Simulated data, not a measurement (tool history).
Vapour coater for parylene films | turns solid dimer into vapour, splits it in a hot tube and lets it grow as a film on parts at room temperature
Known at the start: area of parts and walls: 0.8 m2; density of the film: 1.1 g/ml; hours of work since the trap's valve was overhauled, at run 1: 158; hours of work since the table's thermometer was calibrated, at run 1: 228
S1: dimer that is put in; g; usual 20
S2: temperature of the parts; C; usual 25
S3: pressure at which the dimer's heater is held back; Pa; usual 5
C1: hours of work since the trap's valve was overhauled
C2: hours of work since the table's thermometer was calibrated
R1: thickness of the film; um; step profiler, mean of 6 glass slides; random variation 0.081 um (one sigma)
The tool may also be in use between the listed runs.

run	hour	S1	S2	S3	C1	C2	R1
1	0	20	25	5	158	228	11.78
2	15.3	20	25	5	168	237	11.82
3	22.1	20	26	5	173	242	11.16
4	30.8	20	26	5	178	247	11.41
5	43.9	20	26	5	186	256	11.34
6	57.8	20	26	5	195	265	11.32
7	72.9	20	26	5	205	274	11.08
8	82.5	20	25	5	211	281	11.79
9	89.3	20	25	5	216	285	11.71
10	96.7	20	25	3.63	220	290	12.61
11	103.4	20	25	3.63	225	294	12.51
12	114.4	20	25	7.52	232	301	11.06
13	121.8	20	25	3.94	236	306	12.23
14	134.1	20	25	5	244	314	11.65
15	146.2	20	25	5	252	321	11.77
16	157.4	20	25	5	259	329	11.88
17	165.8	20	25	5	265	334	11.77
18	173.1	24	25	5	269	339	14.22
19	187.5	24	25	5	279	348	13.94
20	200.2	20	25	5	287	356	11.75
21	213.7	20	25	5	295	365	11.73
22	229.4	9	30	5	306	375	4.17
23	241.7	20	22	5	313	383	13.6
24	248.7	20	22	5	318	387	13.84
25	256	15	22	5	323	392	10.32
26	268.7	15	22	5	331	400	10.24
27	275.5	20	25	5.53	335	404	11.45
28	289	34	25	7.26	344	413	18.8
29	299.2	34	25	7.26	350	420	18.73
30	312.4	16	25	3.05	359	428	10.38
31	325	16	25	3.05	367	436	10.33
32	332.4	20	36	4.5	372	441	6.99
33	346.5	20	36	4.5	381	450	7.1
34	354.8	31	37	4.5	386	455	10.41
35	367	17	25	2.26	394	463	11.51
36	378.5	17	25	2.26	401	470	11.58
37	388.5	17	19	2.26	408	477	15.37
38	399.5	17	19	2.26	415	484	15.47
39	411.3	17	19	2.26	422	492	15.67
40	426.3	17	19	2.26	432	501	15.69
41	436.8	14	25	3.52	439	508	8.78
42	452.5	23	18	9.37	449	518	16.97

4 ways to go on from here, each from the tool as it stands after run 42. What would each give?
A	467.4	17	18	2.04	458	527	?
B	467.4	8	28	4.5	458	527	?
C	467.4	22	36	6.33	458	527	?
D	467.4	10	18	4.26	458	527	?

run	R1
A	16.64
B	4.16
C	7.22
D	8.46
Without the tool's hidden state the same runs would have given:
run	R1
A	16.69
B	4.18
C	7.24
D	8.49
